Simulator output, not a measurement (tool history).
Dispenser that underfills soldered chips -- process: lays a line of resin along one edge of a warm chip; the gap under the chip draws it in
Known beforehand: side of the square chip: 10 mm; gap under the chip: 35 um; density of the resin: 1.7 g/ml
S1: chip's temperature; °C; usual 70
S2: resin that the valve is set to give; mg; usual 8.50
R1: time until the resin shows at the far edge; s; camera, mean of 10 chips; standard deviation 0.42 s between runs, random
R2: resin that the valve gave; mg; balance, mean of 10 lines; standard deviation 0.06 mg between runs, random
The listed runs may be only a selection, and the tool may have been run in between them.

run   hour  S1     S2    R1    R2
  1    0.0  70   8.50  52.6  8.38
       2.4  -- new syringe of resin
  2    5.8  70   8.50  36.1  8.33
  3   14.4  70   8.50  58.2  8.25
      15.5  -- new syringe of resin
  4   23.9  70   8.50  46.8  8.30
      29.0  -- new syringe of resin
  5   33.7  70   8.50  36.7  8.26
      42.2  -- new syringe of resin
  6   42.7  70   8.50  30.9  8.20
  7   51.6  70   8.50  50.3  8.12
      55.4  -- new syringe of resin
  8   58.8  70   8.50  36.1  8.16
  9   64.7  70   8.50  51.0  8.07
      68.7  -- new syringe of resin
 10   72.6  70   8.50  36.5  8.03
      82.3  -- new syringe of resin
 11   82.6  70  10.19  29.2  9.60
 12   87.1  70  10.19  37.3  9.63
 13   93.9  70  10.19  54.3  9.61
      95.9  -- new syringe of resin
 14  102.0  70   9.71  41.5  9.08
 15  108.2  70   8.50  57.9  7.98
     109.4  -- new syringe of resin
 16  116.8  70   8.50  43.9  7.87
     122.5  -- new syringe of resin
 17  126.2  84   8.50  24.0  7.83
 18  131.7  84   8.50  31.5  7.85
     136.0  -- new syringe of resin
 19  136.5  84   8.50  20.0  7.76
 20  141.1  64   9.21  47.8  8.43
     149.0  -- new syringe of resin
 21  150.0  55   9.75  50.7  8.84
 22  156.2  59   8.19  65.3  7.41
     162.5  -- new syringe of resin
 23  165.4  63   8.57  45.6  7.60
 24  170.3  70   8.35  46.7  7.49
     175.8  -- new syringe of resin
 25  176.1  70   8.35  31.2  7.45
     182.3  -- dispensing valve cleaned and set on the balance
 26  186.0  66   7.31  57.4  7.27
     189.7  -- new syringe of resin
 27  190.3  66   7.31  35.9  7.35

What does the tool deliver on the next run?
 28  194.9  66  7.31   ?   ?

Run 28 gave R1 47.3 s, R2 7.21 mg.
If the tool had no hidden condition, the same run with the same run-to-run variation would have returned R1 35.5 s, R2 7.27 mg.

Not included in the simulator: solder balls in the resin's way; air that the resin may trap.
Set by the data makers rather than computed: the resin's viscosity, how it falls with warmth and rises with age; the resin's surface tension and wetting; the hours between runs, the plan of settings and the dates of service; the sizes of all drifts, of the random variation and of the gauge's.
